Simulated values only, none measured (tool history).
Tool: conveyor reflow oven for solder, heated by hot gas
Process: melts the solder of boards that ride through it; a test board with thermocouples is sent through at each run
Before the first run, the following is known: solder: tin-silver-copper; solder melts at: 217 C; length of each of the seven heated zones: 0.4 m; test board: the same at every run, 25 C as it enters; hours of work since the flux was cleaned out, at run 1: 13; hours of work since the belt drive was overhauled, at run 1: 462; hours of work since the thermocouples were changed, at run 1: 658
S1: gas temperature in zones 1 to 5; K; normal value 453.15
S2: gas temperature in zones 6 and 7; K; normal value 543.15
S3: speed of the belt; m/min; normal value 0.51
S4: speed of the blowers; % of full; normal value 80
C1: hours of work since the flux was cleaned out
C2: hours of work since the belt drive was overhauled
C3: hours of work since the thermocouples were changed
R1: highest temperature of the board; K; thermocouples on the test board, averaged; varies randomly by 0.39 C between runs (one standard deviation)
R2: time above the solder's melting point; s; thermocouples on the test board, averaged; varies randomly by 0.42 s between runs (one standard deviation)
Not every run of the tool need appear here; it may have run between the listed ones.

run 1 hour=0 | S1=453.15 S2=543.15 S3=0.51 S4=80 | C1=13 C2=462 C3=658 | R1=534.95 R2=82.9
run 2 hour=34.4 | S1=453.15 S2=543.15 S3=0.51 S4=80 | C1=31 C2=481 C3=677 | R1=535.05 R2=82.8
run 3 hour=59 | S1=453.15 S2=543.15 S3=0.459 S4=80 | C1=44 C2=494 C3=690 | R1=538.05 R2=94.9
run 4 hour=88.6 | S1=453.15 S2=552.15 S3=0.459 S4=80 | C1=60 C2=509 C3=705 | R1=546.15 R2=98.6
run 5 hour=124.2 | S1=453.15 S2=552.15 S3=0.459 S4=80 | C1=79 C2=528 C3=724 | R1=546.85 R2=98.9
run 6 hour=152.4 | S1=453.15 S2=543.15 S3=0.51 S4=80 | C1=94 C2=543 C3=739 | R1=536.05 R2=82.9
run 7 hour=189.6 | S1=453.15 S2=543.15 S3=0.51 S4=80 | C1=113 C2=563 C3=759 | R1=535.15 R2=82.5
run 8 hour=213.7 | S1=453.15 S2=543.15 S3=0.51 S4=80 | C1=126 C2=576 C3=772 | R1=535.45 R2=83.1
run 9 hour=239.3 | S1=453.15 S2=543.15 S3=0.51 S4=80 | C1=140 C2=590 C3=785 | R1=535.25 R2=82.2
run 10 hour=276.5 | S1=453.15 S2=543.15 S3=0.577 S4=80 | C1=160 C2=609 C3=805 | R1=532.85 R2=70.8
run 11 hour=308.5 | S1=453.15 S2=543.15 S3=0.577 S4=80 | C1=177 C2=626 C3=822 | R1=532.65 R2=70.8
run 12 hour=329 | S1=453.15 S2=543.15 S3=0.51 S4=80 | C1=187 C2=637 C3=833 | R1=535.05 R2=82.8
run 13 hour=355.7 | S1=453.15 S2=557.15 S3=0.51 S4=80 | C1=202 C2=651 C3=847 | R1=549.25 R2=88.5
run 14 hour=387.9 | S1=453.15 S2=557.15 S3=0.51 S4=80 | C1=219 C2=668 C3=864 | R1=548.15 R2=89.9
-- hour=401.8 flux residue cleaned out of gas plates and filters
run 15 hour=410.9 | S1=453.15 S2=557.15 S3=0.51 S4=80 | C1=5 C2=678 C3=874 | R1=549.75 R2=90.2
run 16 hour=434.3 | S1=453.15 S2=543.15 S3=0.51 S4=80 | C1=17 C2=690 C3=886 | R1=536.65 R2=83.4
run 17 hour=473.3 | S1=442.15 S2=554.15 S3=0.466 S4=80 | C1=38 C2=711 C3=907 | R1=548.05 R2=94.2
run 18 hour=494.3 | S1=467.15 S2=537.15 S3=0.447 S4=51 | C1=49 C2=722 C3=918 | R1=531.15 R2=100.1
run 19 hour=525.1 | S1=453.15 S2=545.15 S3=0.507 S4=80 | C1=66 C2=739 C3=935 | R1=538.15 R2=84.9
run 20 hour=541.3 | S1=453.15 S2=545.15 S3=0.507 S4=80 | C1=74 C2=747 C3=943 | R1=538.95 R2=85.2
run 21 hour=569.7 | S1=441.15 S2=541.15 S3=0.512 S4=77 | C1=89 C2=762 C3=958 | R1=533.65 R2=76.7
run 22 hour=602.2 | S1=441.15 S2=541.15 S3=0.512 S4=77 | C1=106 C2=780 C3=976 | R1=532.05 R2=75.5
run 23 hour=630.9 | S1=453.15 S2=538.15 S3=0.524 S4=80 | C1=122 C2=795 C3=991 | R1=530.05 R2=78.3
run 24 hour=665.7 | S1=453.15 S2=538.15 S3=0.524 S4=80 | C1=140 C2=813 C3=1009 | R1=530.65 R2=78.6
run 25 hour=697.1 | S1=453.15 S2=538.15 S3=0.573 S4=71 | C1=157 C2=830 C3=1026 | R1=526.85 R2=67.8
run 26 hour=735 | S1=453.15 S2=538.15 S3=0.573 S4=71 | C1=177 C2=850 C3=1046 | R1=527.55 R2=67.3
run 27 hour=760.7 | S1=453.15 S2=538.15 S3=0.573 S4=71 | C1=191 C2=864 C3=1060 | R1=527.05 R2=68.5
run 28 hour=784.2 | S1=453.15 S2=538.15 S3=0.573 S4=71 | C1=203 C2=876 C3=1072 | R1=527.55 R2=67.3

Predict the results of run 29:
run 29 hour=805.8 | S1=450.15 S2=544.15 S3=0.448 S4=85 | C1=215 C2=888 C3=1084 | R1=? R2=?

{"run 29": {"R1": 539.65, "R2": 97.2}}
If the tool had no hidden condition, the same run with the same run-to-run variation would have returned R1 537.75 K, R2 95.1 s.
